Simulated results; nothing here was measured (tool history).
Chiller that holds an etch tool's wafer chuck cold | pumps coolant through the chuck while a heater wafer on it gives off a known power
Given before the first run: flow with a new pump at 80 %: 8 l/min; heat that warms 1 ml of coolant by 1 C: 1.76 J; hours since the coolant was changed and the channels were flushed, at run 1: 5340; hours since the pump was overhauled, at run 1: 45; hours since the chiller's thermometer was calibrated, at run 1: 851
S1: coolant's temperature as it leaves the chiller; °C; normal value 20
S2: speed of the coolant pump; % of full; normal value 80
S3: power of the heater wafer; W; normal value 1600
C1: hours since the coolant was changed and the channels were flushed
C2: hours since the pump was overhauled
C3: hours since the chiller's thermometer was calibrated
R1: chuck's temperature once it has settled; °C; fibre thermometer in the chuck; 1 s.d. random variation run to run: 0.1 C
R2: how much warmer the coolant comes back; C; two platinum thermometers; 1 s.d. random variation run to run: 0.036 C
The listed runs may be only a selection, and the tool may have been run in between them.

{"run": 1, "hour": 0.0, "S1": 20, "S2": 80, "S3": 1600, "C1": 5340, "C2": 45, "C3": 851, "R1": 38.4, "R2": 6.79}
{"run": 2, "hour": 58.5, "S1": 20, "S2": 80, "S3": 1600, "C1": 5398, "C2": 104, "C3": 909, "R1": 38.6, "R2": 6.84}
{"run": 3, "hour": 134.2, "S1": 19, "S2": 80, "S3": 1600, "C1": 5474, "C2": 179, "C3": 985, "R1": 37.7, "R2": 6.84}
{"run": 4, "hour": 189.0, "S1": 19, "S2": 80, "S3": 1600, "C1": 5529, "C2": 234, "C3": 1040, "R1": 37.5, "R2": 6.91}
{"run": 5, "hour": 227.1, "S1": 27, "S2": 80, "S3": 1600, "C1": 5567, "C2": 272, "C3": 1078, "R1": 45.6, "R2": 6.89}
{"run": 6, "hour": 301.8, "S1": 27, "S2": 80, "S3": 1600, "C1": 5642, "C2": 347, "C3": 1152, "R1": 45.8, "R2": 6.88}
{"run": 7, "hour": 368.6, "S1": 27, "S2": 80, "S3": 1600, "C1": 5709, "C2": 414, "C3": 1219, "R1": 45.5, "R2": 6.94}
{"run": 8, "hour": 449.0, "S1": 20, "S2": 71, "S3": 1600, "C1": 5789, "C2": 494, "C3": 1300, "R1": 40.7, "R2": 7.82}
{"run": 9, "hour": 516.7, "S1": 20, "S2": 80, "S3": 1600, "C1": 5857, "C2": 562, "C3": 1367, "R1": 38.6, "R2": 6.89}
{"run": 10, "hour": 563.1, "S1": 20, "S2": 80, "S3": 1600, "C1": 5903, "C2": 608, "C3": 1414, "R1": 38.7, "R2": 6.91}
{"run": 11, "hour": 601.9, "S1": 20, "S2": 80, "S3": 1600, "C1": 5942, "C2": 647, "C3": 1452, "R1": 38.5, "R2": 6.98}
{"run": 12, "hour": 669.3, "S1": 20, "S2": 80, "S3": 2156, "C1": 6009, "C2": 715, "C3": 1520, "R1": 45.0, "R2": 9.31}
{"run": 13, "hour": 715.1, "S1": 20, "S2": 80, "S3": 2156, "C1": 6055, "C2": 760, "C3": 1566, "R1": 44.9, "R2": 9.33}
{"run": 14, "hour": 774.2, "S1": 20, "S2": 80, "S3": 2156, "C1": 6114, "C2": 820, "C3": 1625, "R1": 45.0, "R2": 9.35}
{"run": 15, "hour": 813.4, "S1": 20, "S2": 80, "S3": 2156, "C1": 6153, "C2": 859, "C3": 1664, "R1": 45.1, "R2": 9.37}
{"run": 16, "hour": 887.7, "S1": 20, "S2": 94, "S3": 1600, "C1": 6228, "C2": 933, "C3": 1738, "R1": 36.3, "R2": 5.91}
{"run": 17, "hour": 951.8, "S1": 23, "S2": 64, "S3": 2396, "C1": 6292, "C2": 997, "C3": 1802, "R1": 56.4, "R2": 13.29}
{"run": 18, "hour": 1001.9, "S1": 17, "S2": 69, "S3": 2123, "C1": 6342, "C2": 1047, "C3": 1853, "R1": 44.9, "R2": 10.84}
{"run": 19, "hour": 1087.3, "S1": 17, "S2": 69, "S3": 2123, "C1": 6427, "C2": 1133, "C3": 1938, "R1": 44.8, "R2": 10.86}
{"run": 20, "hour": 1131.7, "S1": 10, "S2": 81, "S3": 2364, "C1": 6472, "C2": 1177, "C3": 1982, "R1": 37.2, "R2": 10.13}
{"run": 21, "hour": 1171.6, "S1": 10, "S2": 81, "S3": 1501, "C1": 6512, "C2": 1217, "C3": 2022, "R1": 27.3, "R2": 6.54}
{"run": 22, "hour": 1221.8, "S1": 10, "S2": 81, "S3": 1501, "C1": 6562, "C2": 1267, "C3": 2072, "R1": 27.2, "R2": 6.55}
{"run": 23, "hour": 1305.5, "S1": 10, "S2": 81, "S3": 1501, "C1": 6646, "C2": 1351, "C3": 2156, "R1": 27.3, "R2": 6.52}
{"run": 24, "hour": 1341.1, "S1": 29, "S2": 80, "S3": 2329, "C1": 6681, "C2": 1386, "C3": 2192, "R1": 56.2, "R2": 10.23}
{"run": 25, "hour": 1414.7, "S1": 20, "S2": 68, "S3": 1676, "C1": 6755, "C2": 1460, "C3": 2265, "R1": 42.2, "R2": 8.81}
{"run": 26, "hour": 1463.7, "S1": 20, "S2": 80, "S3": 1575, "C1": 6804, "C2": 1509, "C3": 2314, "R1": 38.2, "R2": 7.05}
{"run": 27, "hour": 1512.1, "S1": 20, "S2": 80, "S3": 1575, "C1": 6852, "C2": 1557, "C3": 2363, "R1": 38.2, "R2": 7.08}
{"hour": 1548.6, "done": "chiller's thermometer calibrated"}
{"run": 28, "hour": 1560.6, "S1": 20, "S2": 80, "S3": 1847, "C1": 6900, "C2": 1605, "C3": 12, "R1": 41.3, "R2": 8.24}
{"run": 29, "hour": 1629.8, "S1": 13, "S2": 66, "S3": 1600, "C1": 6969, "C2": 1674, "C3": 81, "R1": 34.9, "R2": 8.84}
{"run": 30, "hour": 1692.0, "S1": 23, "S2": 88, "S3": 856, "C1": 7031, "C2": 1736, "C3": 143, "R1": 32.1, "R2": 3.69}
{"run": 31, "hour": 1738.5, "S1": 11, "S2": 68, "S3": 1085, "C1": 7077, "C2": 1783, "C3": 190, "R1": 25.5, "R2": 5.93}

Predict each of these 5 candidate next runs independently; none follows another, all start after run 31:
{"run": "A", "hour": 1820.7, "S1": 23, "S2": 97, "S3": 1601, "C1": 7160, "C2": 1865, "C3": 272, "R1": "?", "R2": "?"}
{"run": "B", "hour": 1820.7, "S1": 20, "S2": 74, "S3": 1600, "C1": 7160, "C2": 1865, "C3": 272, "R1": "?", "R2": "?"}
{"run": "C", "hour": 1820.7, "S1": 13, "S2": 66, "S3": 1041, "C1": 7160, "C2": 1865, "C3": 272, "R1": "?", "R2": "?"}
{"run": "D", "hour": 1820.7, "S1": 16, "S2": 65, "S3": 1600, "C1": 7160, "C2": 1865, "C3": 272, "R1": "?", "R2": "?"}
{"run": "E", "hour": 1820.7, "S1": 21, "S2": 93, "S3": 1583, "C1": 7160, "C2": 1865, "C3": 272, "R1": "?", "R2": "?"}

run=A R1=39.0 R2=6.00
run=B R1=40.0 R2=7.79
run=C R1=27.3 R2=5.88
run=D R1=38.2 R2=8.94
run=E R1=37.3 R2=6.15
With no hidden state in the tool, these same runs would have given:
run=A R1=39.0 R2=5.59
run=B R1=40.0 R2=7.38
run=C R1=27.3 R2=5.47
run=D R1=38.2 R2=8.53
run=E R1=37.3 R2=5.74

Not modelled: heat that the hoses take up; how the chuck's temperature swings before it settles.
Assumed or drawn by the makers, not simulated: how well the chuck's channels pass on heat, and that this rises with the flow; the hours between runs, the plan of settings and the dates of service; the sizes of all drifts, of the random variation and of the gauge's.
